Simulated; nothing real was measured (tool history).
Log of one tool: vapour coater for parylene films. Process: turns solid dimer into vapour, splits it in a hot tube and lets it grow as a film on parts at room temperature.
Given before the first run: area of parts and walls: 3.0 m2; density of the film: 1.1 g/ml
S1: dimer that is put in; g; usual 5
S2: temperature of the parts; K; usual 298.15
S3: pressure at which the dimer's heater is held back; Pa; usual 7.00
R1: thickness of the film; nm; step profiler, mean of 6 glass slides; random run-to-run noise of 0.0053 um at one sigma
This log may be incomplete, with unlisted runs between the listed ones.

run,hour,S1,S2,S3,R1
1,0.0,5,298.15,7.00,1074
2,14.7,5,298.15,7.00,1082
3,28.5,5,298.15,7.00,1068
4,40.9,5,298.15,7.00,1067
5,57.2,5,298.15,7.00,1081
6,66.3,5,298.15,7.00,1069
7,81.2,5,298.15,7.00,1071
8,90.3,5,298.15,7.00,1069
9,109.3,5,298.15,7.00,1072
10,126.8,5,295.15,7.00,1139
11,138.4,5,298.15,7.00,1068
12,152.4,5,293.15,7.00,1169
13,165.2,5,298.15,9.03,994
14,185.2,5,298.15,9.03,993
15,198.5,5,298.15,9.03,998
16,216.3,5,300.15,7.00,1024
17,229.5,5,304.15,7.00,932
18,247.5,5,304.15,7.00,929
19,257.6,5,298.15,7.00,1049
# hour 262.4: gauge calibrated
20,276.6,5,298.15,7.00,1071
21,290.9,5,298.15,7.00,1074
22,307.9,5,298.15,7.00,1069
23,326.7,5,298.15,7.00,1067
24,346.9,4,298.15,2.15,1133
25,363.9,3,297.15,6.86,669
26,382.8,3,297.15,6.86,643
27,397.3,3,299.15,2.89,769
# hour 409.9: trap's valve overhauled
28,410.5,3,308.15,3.85,602
29,424.2,3,306.15,3.85,617
30,438.5,8,291.15,2.51,2339
31,456.6,8,291.15,2.51,2319
32,470.4,8,291.15,2.51,2322
33,478.9,8,291.15,2.51,2333
34,499.2,8,291.15,2.51,2328
35,508.3,5,302.15,7.00,973
36,523.5,5,298.15,7.00,1047
37,539.8,5,298.15,7.00,1050
38,560.2,5,290.15,8.13,1193
# hour 569.3: gauge calibrated
39,574.4,5,290.15,8.13,1220
40,582.8,4,295.15,4.43,1014
41,597.1,2,309.15,2.66,425
42,612.3,3,309.15,9.42,477
43,621.8,3,309.15,9.42,488
44,632.7,4,297.15,4.10,994
45,649.1,4,298.15,7.00,863
46,669.4,3,291.15,2.70,886

Consider 5 possible next runs. They are alternatives, not a sequence: every one starts from the tool as it was left by run 46. What does each give?
A,678.9,5,294.15,7.00,?
B,678.9,3,291.15,2.70,?
C,678.9,4,300.15,4.37,?
D,678.9,3,291.15,2.70,?
E,678.9,3,291.15,3.18,?

run,R1
A,1156
B,880
C,914
D,880
E,883
Without the tool's hidden state the same runs would have given:
run,R1
A,1169
B,891
C,925
D,891
E,893
